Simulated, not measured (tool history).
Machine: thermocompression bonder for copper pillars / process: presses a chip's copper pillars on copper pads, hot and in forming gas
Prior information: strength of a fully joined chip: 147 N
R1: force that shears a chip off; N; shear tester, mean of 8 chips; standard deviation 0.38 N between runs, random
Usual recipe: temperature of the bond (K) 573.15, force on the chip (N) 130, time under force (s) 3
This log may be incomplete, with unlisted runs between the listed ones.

Run 1, hour 0: usual settings. Result: R1 105.7 N.
Run 2, hour 18.5: usual settings but temperature of the bond (K) 595.15. Result: R1 121.4 N.
Run 3, hour 39.4: usual settings but temperature of the bond (K) 595.15. Result: R1 121.6 N.
Run 4, hour 49: usual settings. Result: R1 105.9 N.
Run 5, hour 59.1: usual settings. Result: R1 105.7 N.
Run 6, hour 68.2: usual settings. Result: R1 106.2 N.
Run 7, hour 80.3: usual settings. Result: R1 105.9 N.
Run 8, hour 89.4: usual settings. Result: R1 106 N.
Run 9, hour 104.6: usual settings. Result: R1 105.9 N.
Run 10, hour 125: usual settings but time under force (s) 4. Result: R1 113.2 N.
Run 11, hour 140.3: usual settings but time under force (s) 4. Result: R1 112.6 N.
Run 12, hour 150.6: usual settings but time under force (s) 4. Result: R1 112.7 N.
Run 13, hour 171.4: usual settings but time under force (s) 2. Result: R1 93.9 N.
Run 14, hour 183.3: usual settings but force on the chip (N) 97. Result: R1 93.1 N.
Run 15, hour 200.4: usual settings but time under force (s) 2. Result: R1 94.2 N.
Run 16, hour 212.1: usual settings but time under force (s) 2. Result: R1 94.9 N.
Run 17, hour 228: usual settings but time under force (s) 2. Result: R1 93.7 N.
Run 18, hour 237: usual settings but temperature of the bond (K) 576.15, time under force (s) 2. Result: R1 96.7 N.
Run 19, hour 252.4: usual settings but force on the chip (N) 170. Result: R1 114.9 N.
Run 20, hour 267.5: usual settings but temperature of the bond (K) 544.15, force on the chip (N) 115, time under force (s) 2. Result: R1 64.7 N.
Run 21, hour 288.3: usual settings but temperature of the bond (K) 544.15, force on the chip (N) 115, time under force (s) 2. Result: R1 64.7 N.
Run 22, hour 301.4: usual settings but temperature of the bond (K) 544.15, force on the chip (N) 115, time under force (s) 2. Result: R1 64.2 N.
Run 23, hour 314: usual settings but temperature of the bond (K) 544.15, force on the chip (N) 115, time under force (s) 2. Result: R1 64.9 N.
Run 24, hour 326.6: usual settings but temperature of the bond (K) 578.15, force on the chip (N) 178, time under force (s) 2. Result: R1 109.8 N.
Run 25, hour 342.8: usual settings but temperature of the bond (K) 562.15, force on the chip (N) 118. Result: R1 90.8 N.
Run 26, hour 361.5: usual settings but temperature of the bond (K) 598.15, time under force (s) 4. Result: R1 127 N.
Run 27, hour 379: usual settings but temperature of the bond (K) 550.15, force on the chip (N) 113, time under force (s) 4. Result: R1 86.3 N.
Run 28, hour 394.8: usual settings but temperature of the bond (K) 550.15, force on the chip (N) 113, time under force (s) 4. Result: R1 85.9 N.
Run 29, hour 406.9: usual settings but temperature of the bond (K) 550.15, force on the chip (N) 113, time under force (s) 4. Result: R1 86.7 N.
Run 30, hour 418.6: usual settings but temperature of the bond (K) 550.15, force on the chip (N) 113, time under force (s) 4. Result: R1 86 N.
Run 31, hour 433: usual settings but temperature of the bond (K) 593.15, force on the chip (N) 105. Result: R1 110.5 N.
Run 32, hour 445.6: usual settings but temperature of the bond (K) 549.15, force on the chip (N) 166, time under force (s) 5. Result: R1 106.1 N.
Run 33, hour 461.6: usual settings but temperature of the bond (K) 547.15, time under force (s) 8. Result: R1 106.3 N.
Run 34, hour 477.2: usual settings but temperature of the bond (K) 547.15, time under force (s) 8. Result: R1 107.3 N.
Run 35, hour 486.4: usual settings but temperature of the bond (K) 586.15. Result: R1 113.3 N.
Run 36, hour 505.9: usual settings but temperature of the bond (K) 589.15, time under force (s) 2. Result: R1 105.8 N.

Some steps in R1, run to run, broken into two amounts with sign: the step expected even without the hidden condition (settings, incoming material, random variation), and the rest, left for the hidden condition together with whatever gauge scatter is not in both the measured and the hidden-condition-free result:
The hidden state here: true temperature of the bond over the reading, C; force that reaches the chip, % of what is set; oxide that the forming gas leaves, % of the face; drift of the gauge itself on shear_n, %.
Run 19 -> 20: temperature of the bond (K) 573.15 -> 544.15, force on the chip (N) 170 -> 115, time under force (s) 3 -> 2. R1 -50.2 N: hidden state +0.4, all else -50.6.
Run 23 -> 24: temperature of the bond (K) 544.15 -> 578.15, force on the chip (N) 115 -> 178. R1 +44.9 N: hidden state -0.4, all else +45.3.
Run 26 -> 27: temperature of the bond (K) 598.15 -> 550.15, force on the chip (N) 130 -> 113. R1 -40.7 N: hidden state -0.1, all else -40.6.
Run 31 -> 32: temperature of the bond (K) 593.15 -> 549.15, force on the chip (N) 105 -> 166, time under force (s) 3 -> 5. R1 -4.4 N: hidden state -0.4, all else -4.

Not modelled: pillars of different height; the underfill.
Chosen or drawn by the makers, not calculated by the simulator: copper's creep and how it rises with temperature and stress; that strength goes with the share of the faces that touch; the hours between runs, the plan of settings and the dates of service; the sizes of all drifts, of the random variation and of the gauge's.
